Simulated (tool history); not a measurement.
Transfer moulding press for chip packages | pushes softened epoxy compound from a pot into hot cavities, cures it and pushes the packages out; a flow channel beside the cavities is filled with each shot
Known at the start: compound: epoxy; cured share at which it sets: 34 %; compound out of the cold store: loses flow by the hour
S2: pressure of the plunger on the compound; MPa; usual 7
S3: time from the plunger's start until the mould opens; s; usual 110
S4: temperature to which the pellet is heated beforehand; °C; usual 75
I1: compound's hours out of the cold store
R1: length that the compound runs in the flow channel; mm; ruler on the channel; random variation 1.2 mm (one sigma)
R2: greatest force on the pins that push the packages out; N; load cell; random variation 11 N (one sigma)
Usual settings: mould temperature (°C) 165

run 1 day=0 | mould_temperature_(°C)=165 S2=7 S3=110 S4=75 | I1=46.2 | R1=795 R2=744
run 2 day=0.329 | mould_temperature_(°C)=165 S2=7 S3=110 S4=75 | I1=8.2 | R1=897 R2=807
run 3 day=0.671 | mould_temperature_(°C)=165 S2=7 S3=110 S4=75 | I1=46.3 | R1=793 R2=774
run 4 day=0.942 | mould_temperature_(°C)=165 S2=7 S3=110 S4=75 | I1=37.9 | R1=816 R2=824
-- day=1.133 cavities cleaned with cleaning compound and waxed
run 5 day=1.383 | mould_temperature_(°C)=165 S2=7 S3=110 S4=75 | I1=12.8 | R1=880 R2=927
run 6 day=1.6 | mould_temperature_(°C)=166 S2=7 S3=110 S4=75 | I1=10.5 | R1=887 R2=904
run 7 day=1.821 | mould_temperature_(°C)=166 S2=5.96 S3=110 S4=75 | I1=36.9 | R1=751 R2=841
-- day=2.142 cavities cleaned with cleaning compound and waxed, once more
run 8 day=2.258 | mould_temperature_(°C)=166 S2=5.96 S3=110 S4=75 | I1=16.3 | R1=802 R2=548
run 9 day=2.562 | mould_temperature_(°C)=166 S2=5.96 S3=110 S4=75 | I1=17 | R1=798 R2=603
run 10 day=2.746 | mould_temperature_(°C)=165 S2=7 S3=150 S4=75 | I1=33.5 | R1=820 R2=558
run 11 day=3.133 | mould_temperature_(°C)=165 S2=7 S3=150 S4=75 | I1=12.6 | R1=879 R2=613
run 12 day=3.492 | mould_temperature_(°C)=165 S2=7 S3=150 S4=75 | I1=10.6 | R1=885 R2=672
run 13 day=3.8 | mould_temperature_(°C)=165 S2=7 S3=110 S4=75 | I1=45.2 | R1=790 R2=791
run 14 day=3.988 | mould_temperature_(°C)=165 S2=7 S3=98 S4=75 | I1=34.1 | R1=820 R2=966
run 15 day=4.171 | mould_temperature_(°C)=170 S2=7.39 S3=110 S4=75 | I1=12.8 | R1=886 R2=737
run 16 day=4.45 | mould_temperature_(°C)=165 S2=6.26 S3=133 S4=75 | I1=43.6 | R1=751 R2=734
-- day=4.604 cavities cleaned with cleaning compound and waxed
run 17 day=4.925 | mould_temperature_(°C)=165 S2=6.64 S3=133 S4=75 | I1=37.3 | R1=789 R2=530
run 18 day=5.142 | mould_temperature_(°C)=165 S2=7 S3=106 S4=66 | I1=22.2 | R1=850 R2=699
run 19 day=5.5 | mould_temperature_(°C)=165 S2=7 S3=106 S4=66 | I1=12.9 | R1=874 R2=751
run 20 day=5.921 | mould_temperature_(°C)=165 S2=8.14 S3=108 S4=70 | I1=38 | R1=869 R2=767
-- day=6.275 plunger's sealing rings changed
run 21 day=6.333 | mould_temperature_(°C)=165 S2=7.83 S3=108 S4=70 | I1=9 | R1=959 R2=831
run 22 day=6.721 | mould_temperature_(°C)=165 S2=7.83 S3=94 S4=70 | I1=11.9 | R1=954 R2=1121
run 23 day=6.938 | mould_temperature_(°C)=157 S2=6.08 S3=149 S4=73 | I1=38.8 | R1=787 R2=772
-- day=7.167 cavities cleaned with cleaning compound and waxed
run 24 day=7.296 | mould_temperature_(°C)=157 S2=6.08 S3=149 S4=73 | I1=26 | R1=820 R2=550
run 25 day=7.533 | mould_temperature_(°C)=168 S2=5.29 S3=148 S4=76 | I1=33.9 | R1=722 R2=529
run 26 day=7.85 | mould_temperature_(°C)=168 S2=5.29 S3=111 S4=67 | I1=31.4 | R1=727 R2=591
run 27 day=8.25 | mould_temperature_(°C)=168 S2=5.29 S3=111 S4=67 | I1=21 | R1=752 R2=679
run 28 day=8.45 | mould_temperature_(°C)=168 S2=5.29 S3=111 S4=67 | I1=30.4 | R1=730 R2=676

5 ways to go on from here, each from the tool as it stands after run 28. What would each give?
run A day=8.746 | mould_temperature_(°C)=170 S2=7.29 S3=110 S4=81 | I1=17.4 | R1=? R2=?
run B day=8.746 | mould_temperature_(°C)=168 S2=6.99 S3=111 S4=67 | I1=38.6 | R1=? R2=?
run C day=8.746 | mould_temperature_(°C)=165 S2=7.26 S3=110 S4=75 | I1=35.6 | R1=? R2=?
run D day=8.746 | mould_temperature_(°C)=168 S2=8 S3=111 S4=67 | I1=24.1 | R1=? R2=?
run E day=8.746 | mould_temperature_(°C)=158 S2=7 S3=97 S4=68 | I1=16.8 | R1=? R2=?

run=A R1=886 R2=684
run=B R1=814 R2=705
run=C R1=849 R2=763
run=D R1=917 R2=689
run=E R1=903 R2=1674
Without the tool's hidden state the same runs would have given:
run=A R1=893 R2=451
run=B R1=821 R2=466
run=C R1=856 R2=509
run=D R1=924 R2=456
run=E R1=911 R2=1148

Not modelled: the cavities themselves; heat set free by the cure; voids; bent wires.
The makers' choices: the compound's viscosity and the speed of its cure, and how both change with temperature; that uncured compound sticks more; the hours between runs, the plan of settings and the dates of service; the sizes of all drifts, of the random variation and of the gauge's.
